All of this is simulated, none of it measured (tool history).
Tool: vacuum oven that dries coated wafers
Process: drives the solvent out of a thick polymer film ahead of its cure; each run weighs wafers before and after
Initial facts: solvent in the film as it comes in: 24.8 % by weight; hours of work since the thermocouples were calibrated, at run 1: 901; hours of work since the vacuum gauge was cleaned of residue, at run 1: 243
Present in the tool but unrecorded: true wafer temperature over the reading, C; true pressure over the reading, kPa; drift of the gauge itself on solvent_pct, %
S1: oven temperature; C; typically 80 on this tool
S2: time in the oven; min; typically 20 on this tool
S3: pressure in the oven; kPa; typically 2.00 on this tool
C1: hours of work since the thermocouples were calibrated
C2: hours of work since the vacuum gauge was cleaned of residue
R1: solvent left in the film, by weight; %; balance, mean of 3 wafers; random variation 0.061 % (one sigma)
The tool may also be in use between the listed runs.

run   hour  S1  S2    S3    C1   C2    R1
  1    0.0  80  20  2.00   901  243  3.60
  2   30.7  80  20  3.64   922  265  4.88
  3   61.6  80  20  4.71   944  287  5.53
  4   80.9  80  20  7.24   958  300  7.21
  5  114.6  69  20  2.00   982  324  9.41
  6  149.3  69  20  2.00  1006  349  9.49
  7  185.7  80  15  2.00  1032  374  5.25
  8  214.5  80  18  2.00  1052  395  4.22
  9  253.1  80  18  2.00  1079  422  4.26
 10  288.5  80  20  2.00  1104  447  3.80
 11  308.3  80  20  2.00  1118  461  3.85
 12  345.3  80  20  2.00  1144  487  3.83
 13  376.4  80  20  2.00  1166  509  3.80
 14  403.1  80  20  2.00  1185  528  3.77
 15  424.7  85  20  1.93  1200  543  2.25
 16  441.0  70  20  1.93  1212  555  9.30
 17  474.0  70  20  1.93  1235  578  9.20
 18  493.9  70  20  1.93  1249  592  8.96
 19  520.9  70  20  1.93  1268  611  9.00
 20  548.1  70  20  1.93  1288  630  9.07
 21  578.3  92  11  3.43  1309  651  2.92
     592.7  -- oven's thermocouples calibrated
 22  610.5  80  20  1.82    13  673  3.84

Run 23 has not been measured yet. What should we expect?
 23  637.8  75  26  2.00  32  692   ?

Logged for run 23: R1 4.87 %.
With the hidden condition absent and the run-to-run variation left alone, this run would have shown R1 4.31 %.

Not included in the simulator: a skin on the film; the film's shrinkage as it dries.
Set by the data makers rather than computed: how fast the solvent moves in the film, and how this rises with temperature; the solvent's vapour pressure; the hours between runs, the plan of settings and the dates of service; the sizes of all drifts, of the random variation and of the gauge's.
